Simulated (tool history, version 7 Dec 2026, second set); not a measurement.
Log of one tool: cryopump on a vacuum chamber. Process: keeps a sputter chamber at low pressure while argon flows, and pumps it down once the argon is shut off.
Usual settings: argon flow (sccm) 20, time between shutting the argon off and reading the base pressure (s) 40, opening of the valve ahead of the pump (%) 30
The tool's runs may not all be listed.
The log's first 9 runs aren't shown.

run	hour	argon flow (sccm)	time between shutting the argon off and reading the base pressure (s)	opening of the valve ahead of the pump (%)	pressure while argon flows (Pa)	pressure after the wait (uPa)
10	253.7	20	40	30	0.1072	2.41
11	275.4	20	40	22	0.1433	2.55
12	306.6	20	40	22	0.1449	2.51
13	336.5	20	40	22	0.1450	2.49
14	352.3	33	40	30	0.1774	2.51
15	375.4	20	40	48	0.0709	2.53
16	397.8	20	40	48	0.0718	2.61
# hour 426.6: pump warmed up, emptied and cooled again
17	429.8	20	40	48	0.0620	2.37
18	456.2	31	281	20	0.2297	0.95
19	491.6	31	281	20	0.2304	0.91
20	530.1	12	173	20	0.0890	1.08
21	546.5	14	144	18	0.1157	1.14
22	574.1	14	144	18	0.1158	1.18
23	598.4	14	144	18	0.1160	1.22
24	630.8	27	20	16	0.2508	4.15
25	666.3	20	122	26	0.1156	1.34
26	690.0	19	40	30	0.0947	2.46
27	712.0	19	40	30	0.0950	2.64
28	747.1	20	128	30	0.1007	1.29
29	763.1	20	128	30	0.0999	1.32
30	779.9	27	244	30	0.1360	1.07
31	814.1	27	244	30	0.1356	1.17
32	831.5	27	244	30	0.1370	1.15
33	861.5	27	244	30	0.1363	1.20
34	895.7	9	27	24	0.0569	3.47

Each row is a separate what-if for the run after 34, all from the same tool condition, not one after another. Results?
A	929.0	19	53	44	?	?
B	929.0	9	27	24	?	?
C	929.0	24	61	30	?	?

run	pressure while argon flows (Pa)	pressure after the wait (uPa)
A	0.0671	2.25
B	0.0576	3.52
C	0.1212	2.04
Had the tool no hidden state, the same runs would have come out as:
run	pressure while argon flows (Pa)	pressure after the wait (uPa)
A	0.0638	1.60
B	0.0560	2.87
C	0.1170	1.39
